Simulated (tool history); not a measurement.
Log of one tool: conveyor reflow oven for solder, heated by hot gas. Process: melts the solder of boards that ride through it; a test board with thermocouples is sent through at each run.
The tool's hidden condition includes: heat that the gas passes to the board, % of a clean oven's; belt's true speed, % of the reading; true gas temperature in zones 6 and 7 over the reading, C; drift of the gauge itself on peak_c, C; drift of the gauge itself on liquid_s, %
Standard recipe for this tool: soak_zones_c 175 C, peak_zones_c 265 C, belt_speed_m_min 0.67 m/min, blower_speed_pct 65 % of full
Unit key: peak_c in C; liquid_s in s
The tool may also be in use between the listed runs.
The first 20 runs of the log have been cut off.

run,hour,soak_zones_c,peak_zones_c,belt_speed_m_min,blower_speed_pct,hours of work since the flux was cleaned out,hours of work since the belt drive was overhauled,hours of work since the thermocouples were changed,peak_c,liquid_s
21,267.7,166,275,0.788,84,81,524,427,253.7,44.3
22,276.6,166,275,0.788,84,85,528,432,253.6,43.9
23,293.4,169,254,0.63,56,93,536,440,236.3,40.2
24,307.4,175,265,0.73,65,99,543,446,245.1,43.6
25,317.1,175,265,0.73,65,104,547,451,244.8,43.4
26,336,175,255,0.67,73,113,556,459,240.8,45.8
27,350.3,164,268,0.689,65,119,563,466,247.3,44.8
28,366,169,271,0.689,65,127,570,473,249.9,48.9
29,375.3,169,271,0.689,65,131,575,478,250.4,49
30,393,172,272,0.689,65,139,583,486,252.1,50.7

Each row is a separate what-if for the run after 30, all from the same tool condition, not one after another. Results?
A,411.8,175,265,0.748,57,148,592,495,?,?
B,411.8,172,254,0.63,65,148,592,495,?,?
C,411.8,175,272,0.737,65,148,592,495,?,?
D,411.8,161,272,0.784,65,148,592,495,?,?
E,411.8,172,263,0.689,77,148,592,495,?,?

run,peak_c,liquid_s
A,240.7,38.3
B,239.1,45.1
C,250.1,47.3
D,243.4,35.7
E,246.7,48.4
What these runs would have given with no unlogged condition in the tool:
run,peak_c,liquid_s
A,242.8,40
B,241.2,47.2
C,252.4,48.6
D,245.9,37.4
E,249.1,49.9

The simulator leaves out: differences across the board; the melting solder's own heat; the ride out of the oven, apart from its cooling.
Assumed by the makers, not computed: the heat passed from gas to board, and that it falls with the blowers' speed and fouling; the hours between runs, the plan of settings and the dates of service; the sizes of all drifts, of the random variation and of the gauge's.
